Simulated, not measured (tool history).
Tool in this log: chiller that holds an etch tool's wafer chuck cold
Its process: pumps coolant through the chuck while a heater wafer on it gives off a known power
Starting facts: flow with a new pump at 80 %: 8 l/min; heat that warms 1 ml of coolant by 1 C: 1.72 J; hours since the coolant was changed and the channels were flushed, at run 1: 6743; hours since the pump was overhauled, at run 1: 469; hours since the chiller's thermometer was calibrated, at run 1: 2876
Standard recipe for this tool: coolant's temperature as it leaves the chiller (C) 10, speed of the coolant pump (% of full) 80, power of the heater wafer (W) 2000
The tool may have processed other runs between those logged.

run	hour	coolant's temperature as it leaves the chiller (C)	speed of the coolant pump (% of full)	power of the heater wafer (W)	hours since the coolant was changed and the channels were flushed	hours since the pump was overhauled	hours since the chiller's thermometer was calibrated	chuck's temperature once it has settled (C)	how much warmer the coolant comes back (C)
1	0	10	80	2000	6743	469	2876	26.1	8.7
2	26.4	0	80	2000	6769	495	2903	16.1	8.66
3	44.3	10	80	2502	6787	513	2921	30	10.93
4	63.2	10	80	2502	6806	532	2940	30	10.85
5	87.5	10	80	2000	6830	556	2964	25.9	8.71
6	108	10	80	2000	6851	577	2984	26	8.63
7	131.1	7	80	2000	6874	600	3008	22.8	8.63
8	156	10	80	2255	6899	625	3032	28.1	9.75
9	182.2	10	80	2000	6925	651	3059	26.1	8.64
10	205.2	10	90	2000	6948	674	3082	24.7	7.49
11	220.4	10	80	2000	6963	689	3097	26.3	8.65
12	250.2	10	95	2000	6993	719	3127	24.2	7.03
13	270.7	10	95	2000	7014	739	3147	24.1	6.97
14	289.1	10	81	2000	7032	758	3166	25.8	8.41
15	305.4	10	81	2000	7048	774	3182	25.9	8.34
16	324.3	10	81	2000	7067	793	3201	25.8	8.36
17	342.3	6	90	2000	7085	811	3219	20.7	7.37
18	366.9	6	64	2558	7110	836	3243	30.3	14.15
19	390.3	17	94	2012	7133	859	3267	31.3	6.97
20	403	14	100	2954	7146	872	3279	34.2	9.73
21	425.9	10	69	2083	7169	895	3302	28.8	10.54
22	451.1	12	78	2041	7194	920	3328	28.9	8.85
23	467.2	12	78	2041	7210	936	3344	28.7	8.83
24	485.8	12	78	2041	7229	954	3362	28.6	8.76
25	498.5	4	92	1195	7241	967	3375	12.5	4.1
26	519.7	3	80	2570	7263	988	3396	23.7	10.86
27	537.7	3	80	2570	7281	1006	3414	23.6	10.89
# hour 550.5: gauge calibrated
28	550.7	3	80	2570	7294	1019	3427	23.6	11.19

What if the next run were any one of these 3? Each begins from the tool's condition after run 28:
A	565.8	10	77	2000	7309	1035	3442	?	?
B	565.8	6	87	1167	7309	1035	3442	?	?
C	565.8	11	72	1674	7309	1035	3442	?	?

run	chuck's temperature once it has settled (C)	how much warmer the coolant comes back (C)
A	26.6	9.09
B	14.8	4.61
C	25.6	8.24
With no hidden state in the tool, these same runs would have given:
run	chuck's temperature once it has settled (C)	how much warmer the coolant comes back (C)
A	26.6	9.1
B	14.8	4.62
C	25.6	8.24

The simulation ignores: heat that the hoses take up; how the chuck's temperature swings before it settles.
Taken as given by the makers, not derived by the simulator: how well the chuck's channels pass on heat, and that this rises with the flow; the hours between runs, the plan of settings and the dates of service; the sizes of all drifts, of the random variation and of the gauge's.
